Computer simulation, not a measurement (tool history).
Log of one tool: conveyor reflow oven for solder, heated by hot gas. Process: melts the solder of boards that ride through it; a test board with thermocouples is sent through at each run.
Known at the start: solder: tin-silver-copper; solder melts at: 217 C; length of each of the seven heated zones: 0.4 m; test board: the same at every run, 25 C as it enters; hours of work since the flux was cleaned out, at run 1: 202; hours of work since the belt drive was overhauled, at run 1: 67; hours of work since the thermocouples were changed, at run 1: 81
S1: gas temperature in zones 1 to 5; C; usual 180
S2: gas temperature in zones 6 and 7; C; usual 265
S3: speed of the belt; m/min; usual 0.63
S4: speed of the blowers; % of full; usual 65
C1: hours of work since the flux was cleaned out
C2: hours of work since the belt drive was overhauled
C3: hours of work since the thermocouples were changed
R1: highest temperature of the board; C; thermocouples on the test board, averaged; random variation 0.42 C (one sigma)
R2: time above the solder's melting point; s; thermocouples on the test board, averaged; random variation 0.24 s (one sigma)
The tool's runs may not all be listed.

run   hour   S1   S2     S3  S4   C1   C2   C3     R1    R2
  1      0  180  265   0.63  65  202   67   81  252.4  59.9
  2    4.9  180  265   0.63  65  205   69   83  252.2  60.2
  3   15.1  180  265   0.63  65  209   74   87  251.7  60.4
  4   26.1  180  277   0.63  65  214   79   93  262.5  66.8
  5   32.1  180  265   0.63  65  217   82   95  252.5  59.9
  6   37.7  180  265   0.63  65  220   84   98  252.9    60
  7   42.4  180  265   0.63  56  222   86  100  250.4    58
  8   47.6  182  265   0.63  65  224   89  102  252.9  60.6
  9   55.6  180  265   0.63  65  228   93  106  252.3  59.9
 10   62.6  180  265   0.63  65  231   96  109    252  59.9
 11   73.5  180  265   0.63  65  236  101  114  251.9  60.2
 12   82.4  180  265   0.63  65  240  105  118  252.4    60
 13   87.3  180  265   0.63  65  243  107  121  252.7    60
 14   92.1  180  265   0.63  65  245  109  123  252.1  59.8
 15   98.3  180  265   0.63  65  248  112  126    252  59.9
 16  105.3  180  265  0.749  65  251  115  129  246.8  45.1
 17  114.3  179  267   0.66  66  255  120  133  252.9  57.2
 18  119.9  184  272  0.696  54  258  122  136  253.1  54.2
 19  126.3  174  261  0.506  85  260  125  139  255.7  77.8
 20  132.6  174  261  0.506  52  263  128  141  250.5  71.6
 21  140.1  192  256  0.681  83  267  131  145  246.1  57.3
 22    146  192  256  0.681  83  270  134  148  246.9  57.6
 23  155.3  180  265   0.63  66  274  138  152  251.9  60.4
 24  162.2  173  272  0.534  66  277  142  155  261.2  75.6
 25  166.8  173  261  0.534  72  279  144  157  252.8  70.5
 26  171.9  180  265  0.501  53  281  146  160  255.4  79.2
 27  176.8  183  271   0.63  65  284  148  162  257.7  64.4
 28  181.9  169  254   0.63  62  286  151  164  239.6  44.9
 29  192.5  180  261   0.63  65  291  155  169  248.5  56.6
 30  198.5  179  265  0.506  65  294  158  172  257.1  79.6
 31  205.5  179  265  0.506  65  297  161  175  255.9  79.5

Hidden state or all else? Some run-to-run changes of R1, split into what the settings, what came in and random variation would give without the hidden state, and what is left for the hidden state (with any gauge scatter that isn't in both results):
The hidden state here: heat that the gas passes to the board, % of a clean oven's; belt's true speed, % of the reading; true gas temperature in zones 6 and 7 over the reading, C; drift of the gauge itself on peak_c, C; drift of the gauge itself on liquid_s, %.
Run 3 -> 4: S2 265 -> 277. R1 +10.8 C: hidden state -0.1, all else +10.9.
Run 4 -> 5: S2 277 -> 265. R1 -10 C: hidden state +0.1, all else -10.1.
Run 15 -> 16: S3 0.63 -> 0.749. R1 -5.2 C: hidden state -0.3, all else -4.9.
Run 18 -> 19: S1 184 -> 174, S2 272 -> 261, S3 0.696 -> 0.506, S4 54 -> 85. R1 +2.6 C: hidden state +0.3, all else +2.3.
Run 26 -> 27: S1 180 -> 183, S2 265 -> 271, S3 0.501 -> 0.63, S4 53 -> 65. R1 +2.3 C: hidden state -0.5, all else +2.8.
Run 27 -> 28: S1 183 -> 169, S2 271 -> 254, S4 65 -> 62. R1 -18.1 C: hidden state +0, all else -18.1.
